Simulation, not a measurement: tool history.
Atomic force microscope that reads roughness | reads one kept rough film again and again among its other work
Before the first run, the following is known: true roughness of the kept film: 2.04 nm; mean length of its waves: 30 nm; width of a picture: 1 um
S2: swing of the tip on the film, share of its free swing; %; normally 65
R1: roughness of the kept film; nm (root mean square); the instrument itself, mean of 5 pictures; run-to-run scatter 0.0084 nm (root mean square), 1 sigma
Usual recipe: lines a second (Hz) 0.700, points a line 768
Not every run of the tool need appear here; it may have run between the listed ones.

run 1 hour=0.0 | lines_a_second_(Hz)=0.700 S2=65 points_a_line=768 | R1=1.814
run 2 hour=25.9 | lines_a_second_(Hz)=0.700 S2=65 points_a_line=768 | R1=1.805
run 3 hour=40.3 | lines_a_second_(Hz)=0.700 S2=65 points_a_line=768 | R1=1.781
run 4 hour=55.7 | lines_a_second_(Hz)=0.700 S2=69 points_a_line=768 | R1=1.768
run 5 hour=72.3 | lines_a_second_(Hz)=0.700 S2=69 points_a_line=768 | R1=1.740
run 6 hour=95.5 | lines_a_second_(Hz)=0.700 S2=69 points_a_line=768 | R1=1.746
run 7 hour=113.7 | lines_a_second_(Hz)=0.700 S2=69 points_a_line=768 | R1=1.731
run 8 hour=139.5 | lines_a_second_(Hz)=0.700 S2=69 points_a_line=768 | R1=1.703
-- hour=147.5 new tip fitted
run 9 hour=159.0 | lines_a_second_(Hz)=0.700 S2=69 points_a_line=508 | R1=1.821
run 10 hour=179.2 | lines_a_second_(Hz)=2.881 S2=77 points_a_line=343 | R1=1.495
run 11 hour=204.9 | lines_a_second_(Hz)=2.045 S2=81 points_a_line=410 | R1=1.529
run 12 hour=236.8 | lines_a_second_(Hz)=2.045 S2=81 points_a_line=410 | R1=1.508

The next listed run, before its measurement:
run 13 hour=263.6 | lines_a_second_(Hz)=2.045 S2=81 points_a_line=410 | R1=?

{"run 13": {"R1": 1.511}}
If the tool had no hidden condition, the same run with the same run-to-run variation would have returned R1 1.585 nm (root mean square).

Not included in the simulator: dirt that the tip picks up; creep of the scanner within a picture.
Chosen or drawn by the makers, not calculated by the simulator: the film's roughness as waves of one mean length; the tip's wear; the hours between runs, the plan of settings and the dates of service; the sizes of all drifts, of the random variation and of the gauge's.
